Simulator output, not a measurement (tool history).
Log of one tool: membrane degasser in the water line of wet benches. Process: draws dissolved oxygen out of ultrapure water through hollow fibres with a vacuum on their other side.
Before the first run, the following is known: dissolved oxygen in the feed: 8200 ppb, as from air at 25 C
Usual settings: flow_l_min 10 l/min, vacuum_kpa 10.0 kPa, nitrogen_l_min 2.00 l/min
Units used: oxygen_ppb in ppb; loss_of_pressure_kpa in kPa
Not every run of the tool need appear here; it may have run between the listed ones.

{"run": 1, "hour": 0.0, "flow_l_min": 10, "vacuum_kpa": 10.0, "nitrogen_l_min": 2.0, "oxygen_ppb": 177.0, "loss_of_pressure_kpa": 54.06}
{"run": 2, "hour": 69.1, "flow_l_min": 10, "vacuum_kpa": 10.0, "nitrogen_l_min": 2.0, "oxygen_ppb": 176.6, "loss_of_pressure_kpa": 53.72}
{"run": 3, "hour": 132.9, "flow_l_min": 10, "vacuum_kpa": 10.0, "nitrogen_l_min": 2.0, "oxygen_ppb": 178.9, "loss_of_pressure_kpa": 54.16}
{"run": 4, "hour": 209.5, "flow_l_min": 10, "vacuum_kpa": 10.0, "nitrogen_l_min": 2.0, "oxygen_ppb": 177.0, "loss_of_pressure_kpa": 54.1}
{"run": 5, "hour": 310.1, "flow_l_min": 10, "vacuum_kpa": 9.2, "nitrogen_l_min": 2.0, "oxygen_ppb": 172.3, "loss_of_pressure_kpa": 54.17}
{"run": 6, "hour": 387.6, "flow_l_min": 10, "vacuum_kpa": 10.0, "nitrogen_l_min": 4.66, "oxygen_ppb": 133.1, "loss_of_pressure_kpa": 54.05}
{"run": 7, "hour": 484.4, "flow_l_min": 10, "vacuum_kpa": 10.0, "nitrogen_l_min": 4.66, "oxygen_ppb": 133.5, "loss_of_pressure_kpa": 54.62}
{"run": 8, "hour": 554.3, "flow_l_min": 10, "vacuum_kpa": 10.0, "nitrogen_l_min": 2.82, "oxygen_ppb": 156.6, "loss_of_pressure_kpa": 54.59}
{"run": 9, "hour": 659.5, "flow_l_min": 10, "vacuum_kpa": 10.0, "nitrogen_l_min": 3.95, "oxygen_ppb": 142.0, "loss_of_pressure_kpa": 54.75}
{"run": 10, "hour": 762.9, "flow_l_min": 10, "vacuum_kpa": 11.1, "nitrogen_l_min": 2.0, "oxygen_ppb": 191.0, "loss_of_pressure_kpa": 54.37}
{"run": 11, "hour": 869.7, "flow_l_min": 10, "vacuum_kpa": 11.1, "nitrogen_l_min": 2.0, "oxygen_ppb": 191.9, "loss_of_pressure_kpa": 54.9}
{"run": 12, "hour": 974.1, "flow_l_min": 10, "vacuum_kpa": 11.1, "nitrogen_l_min": 2.0, "oxygen_ppb": 193.3, "loss_of_pressure_kpa": 54.59}
{"run": 13, "hour": 1066.7, "flow_l_min": 10, "vacuum_kpa": 11.1, "nitrogen_l_min": 2.0, "oxygen_ppb": 190.2, "loss_of_pressure_kpa": 54.55}
{"run": 14, "hour": 1172.8, "flow_l_min": 10, "vacuum_kpa": 11.1, "nitrogen_l_min": 2.0, "oxygen_ppb": 194.7, "loss_of_pressure_kpa": 54.89}
{"run": 15, "hour": 1244.2, "flow_l_min": 10, "vacuum_kpa": 11.1, "nitrogen_l_min": 2.0, "oxygen_ppb": 192.5, "loss_of_pressure_kpa": 54.94}
{"run": 16, "hour": 1349.5, "flow_l_min": 10, "vacuum_kpa": 11.1, "nitrogen_l_min": 2.0, "oxygen_ppb": 192.9, "loss_of_pressure_kpa": 55.08}
{"run": 17, "hour": 1427.0, "flow_l_min": 10, "vacuum_kpa": 11.1, "nitrogen_l_min": 2.0, "oxygen_ppb": 188.9, "loss_of_pressure_kpa": 55.07}
{"run": 18, "hour": 1513.4, "flow_l_min": 10, "vacuum_kpa": 13.2, "nitrogen_l_min": 2.0, "oxygen_ppb": 215.5, "loss_of_pressure_kpa": 54.85}
{"run": 19, "hour": 1579.9, "flow_l_min": 10, "vacuum_kpa": 13.2, "nitrogen_l_min": 2.0, "oxygen_ppb": 214.3, "loss_of_pressure_kpa": 54.75}
{"run": 20, "hour": 1627.9, "flow_l_min": 11, "vacuum_kpa": 7.9, "nitrogen_l_min": 2.0, "oxygen_ppb": 174.0, "loss_of_pressure_kpa": 60.46}
{"run": 21, "hour": 1724.0, "flow_l_min": 11, "vacuum_kpa": 7.9, "nitrogen_l_min": 2.0, "oxygen_ppb": 175.5, "loss_of_pressure_kpa": 60.49}
{"run": 22, "hour": 1832.1, "flow_l_min": 10, "vacuum_kpa": 10.6, "nitrogen_l_min": 2.53, "oxygen_ppb": 170.4, "loss_of_pressure_kpa": 54.86}
{"run": 23, "hour": 1911.7, "flow_l_min": 6, "vacuum_kpa": 13.5, "nitrogen_l_min": 1.18, "oxygen_ppb": 165.7, "loss_of_pressure_kpa": 32.79}
{"run": 24, "hour": 1968.6, "flow_l_min": 6, "vacuum_kpa": 13.5, "nitrogen_l_min": 1.18, "oxygen_ppb": 161.5, "loss_of_pressure_kpa": 33.2}
{"run": 25, "hour": 2076.1, "flow_l_min": 12, "vacuum_kpa": 13.5, "nitrogen_l_min": 1.08, "oxygen_ppb": 385.3, "loss_of_pressure_kpa": 66.3}
{"run": 26, "hour": 2150.6, "flow_l_min": 12, "vacuum_kpa": 6.3, "nitrogen_l_min": 3.29, "oxygen_ppb": 160.1, "loss_of_pressure_kpa": 66.52}
{"run": 27, "hour": 2252.2, "flow_l_min": 14, "vacuum_kpa": 21.9, "nitrogen_l_min": 2.0, "oxygen_ppb": 465.8, "loss_of_pressure_kpa": 77.21}
{"run": 28, "hour": 2349.4, "flow_l_min": 14, "vacuum_kpa": 21.9, "nitrogen_l_min": 2.0, "oxygen_ppb": 461.3, "loss_of_pressure_kpa": 77.66}
{"run": 29, "hour": 2459.1, "flow_l_min": 10, "vacuum_kpa": 17.0, "nitrogen_l_min": 1.86, "oxygen_ppb": 268.8, "loss_of_pressure_kpa": 55.56}
{"run": 30, "hour": 2527.5, "flow_l_min": 9, "vacuum_kpa": 11.4, "nitrogen_l_min": 1.87, "oxygen_ppb": 178.6, "loss_of_pressure_kpa": 49.95}
{"run": 31, "hour": 2580.8, "flow_l_min": 9, "vacuum_kpa": 11.4, "nitrogen_l_min": 1.87, "oxygen_ppb": 173.3, "loss_of_pressure_kpa": 50.29}
{"run": 32, "hour": 2688.2, "flow_l_min": 10, "vacuum_kpa": 14.7, "nitrogen_l_min": 2.66, "oxygen_ppb": 201.3, "loss_of_pressure_kpa": 55.26}
{"run": 33, "hour": 2775.5, "flow_l_min": 8, "vacuum_kpa": 10.0, "nitrogen_l_min": 2.28, "oxygen_ppb": 125.7, "loss_of_pressure_kpa": 44.75}

Taken out of this log: 1 entry between the listed runs. Where each belongs, and how the hidden state differs across it:
Runs 21 to 22: seals of the vacuum lines changed (hour 1829.8)
  air that leaks in behind the membrane, l/min: 0.0021 -> 0.002; drift of the gauge itself on loss_of_pressure_kpa, %: 1.59 -> 1.69
  measured value less the no-hidden-state value, loss_of_pressure_kpa: +1.00 -> +0.96 kPa
